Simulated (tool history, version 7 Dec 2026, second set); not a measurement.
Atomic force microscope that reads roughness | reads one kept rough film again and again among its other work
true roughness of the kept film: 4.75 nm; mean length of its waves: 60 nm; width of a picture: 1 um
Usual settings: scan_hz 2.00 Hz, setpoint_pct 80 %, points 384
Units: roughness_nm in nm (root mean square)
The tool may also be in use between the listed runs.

run	hour	scan_hz	setpoint_pct	points	roughness_nm
1	0.0	2.00	80	384	3.987
2	37.8	2.00	80	384	3.847
# hour 63.2: new tip fitted
3	94.3	2.00	80	578	3.973
# hour 152.8: new tip fitted
4	160.6	2.00	80	578	4.050
5	237.0	2.00	80	384	3.823
# hour 244.6: new tip fitted
6	290.8	2.00	80	384	3.932
# hour 335.2: new tip fitted
7	337.3	0.98	80	384	4.312
# hour 345.4: height scale calibrated on a step standard
8	374.7	0.98	80	384	4.162
# hour 426.5: new tip fitted
9	430.3	2.00	80	285	4.060
10	495.3	3.60	80	384	3.570
# hour 512.2: new tip fitted
11	576.8	0.57	88	338	4.097
# hour 599.8: new tip fitted
12	652.1	3.51	60	804	4.108
# hour 688.5: new tip fitted
13	718.0	3.51	60	804	4.133
# hour 778.1: new tip fitted
14	778.1	1.01	56	326	4.436
# hour 791.5: height scale calibrated on a step standard, once more
15	843.6	1.01	56	326	4.270
# hour 866.8: new tip fitted
16	896.7	0.99	69	919	4.299
17	940.0	3.75	70	720	3.839

Forecast each of these 3 alternatives for the next run:
# hour 954.9: new tip fitted
A	993.4	3.75	70	528	?
# hour 954.9: new tip fitted
B	993.4	2.50	66	368	?
# hour 954.9: new tip fitted
C	993.4	0.96	70	443	?

run	roughness_nm
A	3.928
B	4.131
C	4.292
Without the tool's hidden state the same runs would have given:
run	roughness_nm
A	4.073
B	4.283
C	4.450
